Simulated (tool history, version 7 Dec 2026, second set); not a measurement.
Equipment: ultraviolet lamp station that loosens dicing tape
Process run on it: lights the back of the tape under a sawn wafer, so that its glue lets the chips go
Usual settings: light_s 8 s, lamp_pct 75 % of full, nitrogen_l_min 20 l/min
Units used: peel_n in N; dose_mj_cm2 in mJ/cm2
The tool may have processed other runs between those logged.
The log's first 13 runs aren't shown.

run,hour,light_s,lamp_pct,nitrogen_l_min,hours of work of the lamp,hours of work since the window was cleaned,peel_n,dose_mj_cm2
14,567.5,8,75,20,373,47,0.877,342
15,626.2,12,75,20,399,73,0.358,510
16,663.2,12,75,20,415,89,0.342,511
17,699.3,12,75,20,432,106,0.351,514
18,753.2,12,75,20,456,130,0.361,513
19,813.6,6,75,28,483,157,1.232,253
20,871.6,12,82,14,508,183,0.377,559
21,912.7,11,76,7,527,201,0.943,475
22,949.2,11,76,7,543,217,0.97,473
23,986.6,11,76,7,560,234,0.967,471
24,1033.9,8,69,9,581,255,1.641,308
25,1069.9,8,69,9,597,271,1.728,308
26,1125.2,8,82,9,622,296,1.227,369
# hour 1161.1: lamp changed
27,1166.6,5,85,10,2,314,2.152,240
# hour 1192.4: window cleaned of glue's vapour
28,1215.1,5,85,10,24,10,2.241,240
29,1245.7,15,66,13,38,24,0.398,561
30,1296.2,15,66,13,60,46,0.405,561
31,1356.2,15,66,13,87,73,0.387,565
32,1413.6,8,77,20,112,99,0.829,348
33,1438.1,6,66,20,123,110,1.774,228
34,1488.7,5,62,20,146,132,2.516,174
35,1536,5,62,20,167,153,2.431,176
36,1571.5,4,75,10,183,169,3.156,169

Forecast each of these 3 alternatives for the next run:
A,1601.5,13,82,13,196,183,?,?
B,1601.5,5,70,10,196,183,?,?
C,1601.5,8,75,18,196,183,?,?

run,peel_n,dose_mj_cm2
A,0.331,607
B,2.695,194
C,0.954,336
With the hidden condition removed and each run's random variation left untouched, the same runs would have given:
run,peel_n,dose_mj_cm2
A,0.33,608
B,2.692,195
C,0.953,336
